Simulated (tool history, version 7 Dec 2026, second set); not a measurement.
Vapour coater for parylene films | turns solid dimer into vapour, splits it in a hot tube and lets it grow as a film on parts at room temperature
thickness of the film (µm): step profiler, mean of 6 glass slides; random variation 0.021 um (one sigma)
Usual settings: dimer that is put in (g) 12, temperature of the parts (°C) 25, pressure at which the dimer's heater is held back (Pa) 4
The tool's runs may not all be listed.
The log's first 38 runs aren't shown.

run	hour	dimer that is put in (g)	temperature of the parts (°C)	pressure at which the dimer's heater is held back (Pa)	thickness of the film (µm)
39	832.7	9	36	11.75	3.07
40	855	8	35	2.39	4.04
# hour 869.8: trap's valve overhauled
41	873.2	12	17	4	12.07
42	894.1	12	17	4	12.07
43	913	15	17	4	15.01
44	935	15	17	4	15.05
45	951.7	15	17	3.9	15.06
46	968.2	22	30	4	12.73
47	986.9	6	21	4.46	4.95

3 ways to go on from here, each from the tool as it stands after run 47. What would each give?
A	1007.5	20	23	4	?
B	1007.5	14	18	5.89	?
C	1007.5	6	22	4.46	?

run	thickness of the film (µm)
A	15.54
B	12.38
C	4.74
Without the tool's hidden state the same runs would have given:
run	thickness of the film (µm)
A	15.15
B	12.07
C	4.62
